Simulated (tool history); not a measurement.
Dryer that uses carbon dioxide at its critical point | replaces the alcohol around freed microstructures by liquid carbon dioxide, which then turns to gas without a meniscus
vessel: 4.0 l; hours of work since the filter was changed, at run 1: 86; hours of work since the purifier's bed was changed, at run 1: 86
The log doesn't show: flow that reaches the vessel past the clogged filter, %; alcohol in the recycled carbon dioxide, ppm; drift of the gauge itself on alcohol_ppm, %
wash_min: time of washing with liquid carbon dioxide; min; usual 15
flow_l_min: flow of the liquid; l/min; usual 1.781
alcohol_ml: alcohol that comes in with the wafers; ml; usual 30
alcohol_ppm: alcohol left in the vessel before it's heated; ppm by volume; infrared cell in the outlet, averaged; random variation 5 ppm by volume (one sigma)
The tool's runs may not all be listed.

run   hour  wash_min  flow_l_min  alcohol_ml  hours of work since the filter was changed  hours of work since the purifier's bed was changed  alcohol_ppm
  1      0        15       1.781          30                                          86                                                  86           45
  2   10.7        10       1.781          30                                          91                                                  91          178
  3   19.6        15       1.781          30                                          95                                                  95           39
  4   25.8        15       1.781          30                                          98                                                  98           43
  5   39.6        15       1.781          30                                         105                                                 105           40
  6   46.8        15       1.781          30                                         108                                                 108           48
  7   57.5        15       1.781          30                                         114                                                 114           42
  8   64.4        15       1.781          30                                         117                                                 117           51
  9   73.7        15        2.98          30                                         121                                                 121           26
 10   82.1        15       1.781          30                                         125                                                 125           48
 11   96.5        15       1.781          30                                         132                                                 132           48
 12  110.9        15         2.8          30                                         139                                                 139           29
 13  122.9        15       1.781          30                                         145                                                 145           66
 14  132.6        15       1.781          30                                         150                                                 150           51
 15  144.6        15       1.781          35                                         156                                                 156           65
 16    155        13         1.7          30                                         161                                                 161          110
 17  169.6        22         1.7          30                                         168                                                 168           31
 18    184        12        3.01         117                                         175                                                 175           38
 19  194.2        12        3.01         117                                         180                                                 180           47
 20  203.4        15       1.781          62                                         184                                                 184          110
 21    216        15       1.781          62                                         190                                                 190          100
     219.5  -- inlet filter changed
 22  223.2        15        2.64          65                                           2                                                 193           35
 23    234        15        2.44          25                                           7                                                 198           37
 24  246.3        19        1.09          69                                          13                                                 204          195
 25  254.5        13        1.09          41                                          17                                                 208          433
 26  264.9         9       1.781          30                                          22                                                 213          217
 27  271.5        11         1.9          25                                          25                                                 216           90
 28  283.2        11         1.9          25                                          31                                                 222           91

Hidden state or all else? Some run-to-run changes of alcohol_ppm, split into what the settings, what came in and random variation would give without the hidden state, and what is left for the hidden state (with any gauge scatter that isn't in both results):
Run 16 -> 17: wash_min 13 -> 22. alcohol_ppm -79 ppm by volume: hidden state -32, all else -47.
Run 21 -> 22: flow_l_min 1.781 -> 2.64, alcohol_ml 62 -> 65, inlet filter changed. alcohol_ppm -65 ppm by volume: hidden state -36, all else -29.
Run 24 -> 25: wash_min 19 -> 13, alcohol_ml 69 -> 41. alcohol_ppm +238 ppm by volume: hidden state +7, all else +231.
Run 25 -> 26: wash_min 13 -> 9, flow_l_min 1.09 -> 1.781, alcohol_ml 41 -> 30. alcohol_ppm -216 ppm by volume: hidden state -4, all else -212.

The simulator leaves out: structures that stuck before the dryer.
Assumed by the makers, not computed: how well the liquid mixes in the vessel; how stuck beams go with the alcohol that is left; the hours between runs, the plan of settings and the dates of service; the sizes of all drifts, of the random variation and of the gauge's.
